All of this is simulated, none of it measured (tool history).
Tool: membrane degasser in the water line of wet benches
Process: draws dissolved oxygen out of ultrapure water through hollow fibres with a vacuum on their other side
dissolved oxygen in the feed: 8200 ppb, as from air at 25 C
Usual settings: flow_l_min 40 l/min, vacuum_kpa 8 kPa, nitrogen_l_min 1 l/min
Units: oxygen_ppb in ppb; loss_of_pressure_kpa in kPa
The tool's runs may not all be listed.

| run | day | flow_l_min | vacuum_kpa | nitrogen_l_min | oxygen_ppb | loss_of_pressure_kpa |
|---|---|---|---|---|---|---|
| 1 | 0 | 40 | 8 | 1 | 386.9 | 48.8 |
| 2 | 3.154 | 40 | 8 | 1 | 387 | 48.56 |
| 3 | 6.046 | 34 | 8 | 1 | 341.9 | 41.05 |
| 4 | 10.733 | 40 | 8 | 1 | 382.6 | 48.28 |
| 5 | 15.379 | 60 | 8 | 1 | 550.4 | 72.47 |
| 6 | 18.85 | 60 | 8 | 1 | 546.8 | 73.26 |
| 7 | 23.45 | 60 | 8 | 1 | 549.2 | 73.06 |
| 8 | 27.167 | 40 | 8 | 1 | 392.2 | 48.73 |
| 9 | 30.525 | 40 | 8 | 0.64 | 539.5 | 48.3 |
| 10 | 33.746 | 40 | 8 | 0.64 | 544.7 | 48.71 |
| 11 | 38.042 | 40 | 8 | 1.63 | 268.3 | 48.87 |
| 12 | 40.438 | 40 | 8 | 1 | 391.2 | 48.78 |
| 13 | 43.508 | 40 | 8 | 1 | 392.5 | 48.73 |
| 14 | 47.079 | 40 | 11.54 | 1 | 649.3 | 48.9 |
| 15 | 50.912 | 40 | 16.87 | 1 | 997.9 | 48.75 |
| 16 | 54.633 | 40 | 8 | 1 | 392.2 | 48.93 |
| 17 | 57.633 | 40 | 8 | 1 | 392.1 | 48.54 |
| 18 | 62.908 | 32 | 8 | 1.13 | 298 | 39.01 |
| 19 | 66.979 | 32 | 8 | 1.13 | 301.1 | 39.09 |
| 20 | 70.838 | 55 | 5.2 | 1.23 | 217.4 | 67.15 |
| 21 | 75.004 | 40 | 9.02 | 0.51 | 752.9 | 48.9 |
| 22 | 77.192 | 40 | 9.02 | 0.51 | 751.6 | 49.23 |
| 23 | 80.846 | 30 | 5.2 | 1.29 | 117.6 | 36.93 |
| 24 | 83.108 | 30 | 5.2 | 1.29 | 118.5 | 37.26 |
| 25 | 87.838 | 42 | 19.9 | 2.67 | 579 | 51.36 |
| 26 | 90.85 | 39 | 19.81 | 0.79 | 1375 | 47.85 |
|  | 91.558 | vacuum gauge calibrated |
| 27 | 93.175 | 39 | 19.81 | 0.79 | 1366.8 | 48.04 |
| 28 | 97.012 | 47 | 12.7 | 1 | 810.2 | 57.96 |
| 29 | 101.162 | 47 | 12.7 | 1 | 804.2 | 57.92 |
| 30 | 105.038 | 42 | 8 | 1 | 388.6 | 51.62 |
| 31 | 108.217 | 49 | 12.53 | 2.64 | 384.6 | 60.3 |

Hidden state or all else? Some run-to-run changes of oxygen_ppb, split into what the settings, what came in and random variation would give without the hidden state, and what is left for the hidden state (with any gauge scatter that isn't in both results):
The hidden state here: membrane still open, %; true pressure behind the membrane over the reading, kPa; air that leaks in behind the membrane, l/min; drift of the gauge itself on oxygen_ppb, %; drift of the gauge itself on loss_of_pressure_kpa, %.
Run 10 -> 11: nitrogen_l_min 0.64 -> 1.63. oxygen_ppb -276.4 ppb: hidden state -9.6, all else -266.8.
Run 15 -> 16: vacuum_kpa 16.87 -> 8. oxygen_ppb -605.7 ppb: hidden state +2.1, all else -607.8.
Run 22 -> 23: flow_l_min 40 -> 30, vacuum_kpa 9.02 -> 5.2, nitrogen_l_min 0.51 -> 1.29. oxygen_ppb -634 ppb: hidden state -15.2, all else -618.8.
Run 25 -> 26: flow_l_min 42 -> 39, vacuum_kpa 19.9 -> 19.81, nitrogen_l_min 2.67 -> 0.79. oxygen_ppb +796 ppb: hidden state +9.1, all else +786.9.
Run 26 -> 27: vacuum gauge calibrated. oxygen_ppb -8.2 ppb: hidden state -23.6, all else +15.4.

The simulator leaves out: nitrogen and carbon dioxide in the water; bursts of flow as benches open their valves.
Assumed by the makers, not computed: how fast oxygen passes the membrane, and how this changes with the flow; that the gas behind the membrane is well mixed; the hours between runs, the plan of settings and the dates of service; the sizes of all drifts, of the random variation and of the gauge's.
